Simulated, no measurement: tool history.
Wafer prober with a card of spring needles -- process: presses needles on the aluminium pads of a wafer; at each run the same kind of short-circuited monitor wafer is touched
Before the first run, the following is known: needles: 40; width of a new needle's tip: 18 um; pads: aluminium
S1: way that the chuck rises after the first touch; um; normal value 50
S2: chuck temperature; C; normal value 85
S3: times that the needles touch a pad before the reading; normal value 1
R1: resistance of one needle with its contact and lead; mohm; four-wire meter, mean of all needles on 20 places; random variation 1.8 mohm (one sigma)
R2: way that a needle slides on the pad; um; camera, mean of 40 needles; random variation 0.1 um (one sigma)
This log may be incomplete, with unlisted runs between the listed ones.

| run | hour | S1 | S2 | S3 | R1 | R2 |
|---|---|---|---|---|---|---|
| 1 | 0 | 50 | 85 | 1 | 242 | 5.5 |
|  | 2.9 | tips cleaned on abrasive film |
|  | 10.3 | tips cleaned on abrasive film |
|  | 17.8 | tips cleaned on abrasive film |
|  | 25.3 | tips cleaned on abrasive film |
| 2 | 25.6 | 50 | 85 | 1 | 201 | 5.44 |
|  | 31.6 | tips cleaned on abrasive film |
|  | 37.6 | tips cleaned on abrasive film |
|  | 43.6 | tips cleaned on abrasive film |
| 3 | 43.8 | 50 | 85 | 1 | 202 | 5.32 |
|  | 49.9 | tips cleaned on abrasive film |
|  | 55.9 | tips cleaned on abrasive film |
|  | 61.9 | tips cleaned on abrasive film |
|  | 67.9 | tips cleaned on abrasive film |
| 4 | 73.2 | 50 | 85 | 1 | 250 | 5.46 |
|  | 74.8 | tips cleaned on abrasive film |
|  | 80.8 | tips cleaned on abrasive film |
|  | 86.8 | tips cleaned on abrasive film |
|  | 92.8 | tips cleaned on abrasive film |
|  | 98.8 | tips cleaned on abrasive film |
|  | 106.3 | tips cleaned on abrasive film |
| 5 | 107.6 | 50 | 85 | 1 | 217 | 5.02 |
|  | 113.6 | tips cleaned on abrasive film |
|  | 121.1 | tips cleaned on abrasive film |
|  | 128.6 | tips cleaned on abrasive film |
|  | 136.1 | tips cleaned on abrasive film |
| 6 | 139.6 | 50 | 85 | 1 | 246 | 5.07 |
|  | 142.6 | tips cleaned on abrasive film |
|  | 148.6 | tips cleaned on abrasive film |
|  | 154.6 | tips cleaned on abrasive film |
|  | 160.7 | tips cleaned on abrasive film |
| 7 | 160.7 | 55 | 85 | 1 | 192 | 5.65 |
|  | 166.7 | tips cleaned on abrasive film |
|  | 174.2 | tips cleaned on abrasive film |
|  | 180.2 | tips cleaned on abrasive film |
| 8 | 184.6 | 55 | 85 | 1 | 244 | 5.76 |
|  | 186.2 | tips cleaned on abrasive film |
|  | 193.7 | tips cleaned on abrasive film |
|  | 201.2 | tips cleaned on abrasive film |
|  | 208.6 | tips cleaned on abrasive film |
| 9 | 212.1 | 55 | 85 | 1 | 236 | 5.42 |
|  | 215.1 | tips cleaned on abrasive film |
|  | 221.1 | tips cleaned on abrasive film |
|  | 227.1 | tips cleaned on abrasive film |
|  | 234.6 | tips cleaned on abrasive film |
| 10 | 240 | 55 | 85 | 1 | 246 | 5.38 |
|  | 241.6 | tips cleaned on abrasive film |
|  | 249.1 | tips cleaned on abrasive film |
|  | 256.6 | tips cleaned on abrasive film |
|  | 262.6 | tips cleaned on abrasive film |
|  | 268.6 | tips cleaned on abrasive film |
| 11 | 272 | 55 | 85 | 1 | 232 | 5.44 |
|  | 275 | tips cleaned on abrasive film |
|  | 281.1 | tips cleaned on abrasive film |
|  | 288.5 | tips cleaned on abrasive film |
| 12 | 293 | 55 | 85 | 1 | 254 | 5.58 |
|  | 295.8 | tips cleaned on abrasive film |
|  | 303.3 | tips cleaned on abrasive film |
|  | 310.7 | tips cleaned on abrasive film |
|  | 318.2 | tips cleaned on abrasive film |
| 13 | 321.8 | 57 | 30 | 2 | 208 | 5.64 |
|  | 324.9 | tips cleaned on abrasive film |
|  | 330.9 | tips cleaned on abrasive film |
|  | 336.9 | tips cleaned on abrasive film |
|  | 342.9 | tips cleaned on abrasive film |
|  | 350.3 | tips cleaned on abrasive film |
| 14 | 352 | 59 | 53 | 2 | 197 | 5.74 |
|  | 356.5 | tips cleaned on abrasive film |
|  | 362.5 | tips cleaned on abrasive film |
| 15 | 367.9 | 59 | 53 | 2 | 228 | 5.67 |
|  | 369.5 | tips cleaned on abrasive film |
|  | 375.5 | tips cleaned on abrasive film |
|  | 381.5 | tips cleaned on abrasive film |
|  | 387.5 | tips cleaned on abrasive film |
|  | 392.2 | height of the first contact set anew |
|  | 395.2 | tips cleaned on abrasive film |
| 16 | 398.2 | 59 | 53 | 2 | 194 | 7.31 |
|  | 402.5 | tips cleaned on abrasive film |
|  | 408.5 | tips cleaned on abrasive film |
|  | 416 | tips cleaned on abrasive film |
| 17 | 419.5 | 54 | 87 | 2 | 213 | 6.65 |
|  | 422.6 | tips cleaned on abrasive film |
|  | 428.6 | tips cleaned on abrasive film |
|  | 434.6 | tips cleaned on abrasive film |
|  | 442.1 | tips cleaned on abrasive film |
| 18 | 445.2 | 65 | 26 | 1 | 199 | 7.91 |
|  | 448.3 | tips cleaned on abrasive film |
|  | 454.3 | tips cleaned on abrasive film |
|  | 461.7 | tips cleaned on abrasive film |
|  | 469.2 | tips cleaned on abrasive film |
| 19 | 471.3 | 64 | 47 | 1 | 201 | 7.74 |
|  | 475.8 | tips cleaned on abrasive film |
|  | 483.3 | tips cleaned on abrasive film |
|  | 489.3 | tips cleaned on abrasive film |
|  | 495.3 | tips cleaned on abrasive film |
| 20 | 497.6 | 64 | 47 | 1 | 202 | 7.55 |

Forecast each of these 3 alternatives for the next run:
|  | 502.1 | tips cleaned on abrasive film |
|  | 509.6 | tips cleaned on abrasive film |
| A | 515.3 | 39 | 85 | 1 | ? | ? |
|  | 502.1 | tips cleaned on abrasive film |
|  | 509.6 | tips cleaned on abrasive film |
| B | 515.3 | 66 | 85 | 2 | ? | ? |
|  | 502.1 | tips cleaned on abrasive film |
|  | 509.6 | tips cleaned on abrasive film |
| C | 515.3 | 31 | 103 | 2 | ? | ? |

| run | R1 | R2 |
|---|---|---|
| A | 305 | 4.59 |
| B | 209 | 7.8 |
| C | 306 | 3.61 |
The same runs, with their run-to-run variation unchanged, on a tool lacking any hidden condition would have given:
| run | R1 | R2 |
|---|---|---|
| A | 188 | 4.85 |
| B | 181 | 8.06 |
| C | 196 | 3.87 |
